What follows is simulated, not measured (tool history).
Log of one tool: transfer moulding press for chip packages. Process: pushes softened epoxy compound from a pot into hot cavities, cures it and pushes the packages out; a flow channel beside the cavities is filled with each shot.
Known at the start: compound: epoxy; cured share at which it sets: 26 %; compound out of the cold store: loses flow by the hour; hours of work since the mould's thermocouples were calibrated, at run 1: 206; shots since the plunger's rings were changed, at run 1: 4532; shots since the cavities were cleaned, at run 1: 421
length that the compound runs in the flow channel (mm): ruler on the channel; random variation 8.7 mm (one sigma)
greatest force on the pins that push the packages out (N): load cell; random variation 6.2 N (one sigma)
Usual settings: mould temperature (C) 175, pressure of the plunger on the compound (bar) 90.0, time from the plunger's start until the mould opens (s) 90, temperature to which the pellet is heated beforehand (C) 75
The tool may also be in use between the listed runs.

run,hour,mould temperature (C),pressure of the plunger on the compound (bar),time from the plunger's start until the mould opens (s),temperature to which the pellet is heated beforehand (C),hours of work since the mould's thermocouples were calibrated,shots since the plunger's rings were changed,shots since the cavities were cleaned,incoming compound's hours out of the cold store,length that the compound runs in the flow channel (mm),greatest force on the pins that push the packages out (N)
1,0.0,175,90.0,90,75,206,4532,421,17.0,973,383
2,14.8,175,90.0,90,72,216,4727,616,18.0,950,431
3,26.9,175,90.0,90,75,223,4888,777,40.9,799,456
# hour 34.6: cavities cleaned with cleaning compound and waxed
4,53.3,175,90.0,90,68,239,5216,246,16.5,961,334
5,77.9,175,90.0,90,75,254,5541,571,23.7,911,439
# hour 100.8: cavities cleaned with cleaning compound and waxed
6,105.8,175,90.0,128,75,271,5890,66,38.2,800,252
7,132.3,175,90.0,128,75,288,6240,416,42.4,771,367
8,159.2,175,90.0,128,75,305,6594,770,44.2,763,416
# hour 168.2: cavities cleaned with cleaning compound and waxed
# hour 176.1: plunger's sealing rings changed
9,176.1,175,107.1,128,75,313,0,71,12.3,1138,255
10,191.2,175,107.1,89,75,322,199,270,47.4,863,348
# hour 206.6: mould's thermocouples calibrated
11,210.8,175,107.1,89,75,3,432,503,41.1,901,428
12,233.1,175,107.1,89,75,17,726,797,30.4,987,447
# hour 238.7: cavities cleaned with cleaning compound and waxed
13,250.1,175,90.0,76,75,26,930,150,44.9,812,357
14,265.7,175,90.0,76,75,36,1136,356,28.2,917,468
15,278.6,181,84.9,90,79,44,1306,526,27.0,868,397
# hour 305.8: cavities cleaned with cleaning compound and waxed
16,307.2,177,95.5,90,75,62,1664,19,31.0,915,248
17,319.3,168,103.0,87,81,69,1825,180,37.2,933,475
18,341.8,168,103.0,87,79,83,2121,476,42.6,896,558
# hour 371.8: cavities cleaned with cleaning compound and waxed
19,371.8,168,103.0,87,79,101,2497,0,40.5,917,329
20,395.8,168,103.0,87,79,116,2814,317,25.7,1010,526
21,415.6,168,103.0,87,79,129,3075,578,19.1,1070,653
# hour 437.7: cavities cleaned with cleaning compound and waxed
22,438.6,172,73.6,105,70,142,3360,13,8.9,957,251
23,465.1,175,98.2,90,73,159,3710,363,16.2,1020,392
24,492.8,175,85.9,80,75,177,4075,728,21.1,930,504
# hour 504.6: cavities cleaned with cleaning compound and waxed
25,521.2,175,90.0,90,83,194,4431,220,34.6,831,339
26,536.7,175,90.0,90,77,203,4635,424,25.7,901,403

Forecast run 27:
27,562.2,175,90.0,90,77,219,4971,760,35.5,?,?

Run 27 gave length that the compound runs in the flow channel (mm) 837, greatest force on the pins that push the packages out (N) 447.
Without the tool's hidden state the same run would have given length that the compound runs in the flow channel (mm) 883, greatest force on the pins that push the packages out (N) 235.

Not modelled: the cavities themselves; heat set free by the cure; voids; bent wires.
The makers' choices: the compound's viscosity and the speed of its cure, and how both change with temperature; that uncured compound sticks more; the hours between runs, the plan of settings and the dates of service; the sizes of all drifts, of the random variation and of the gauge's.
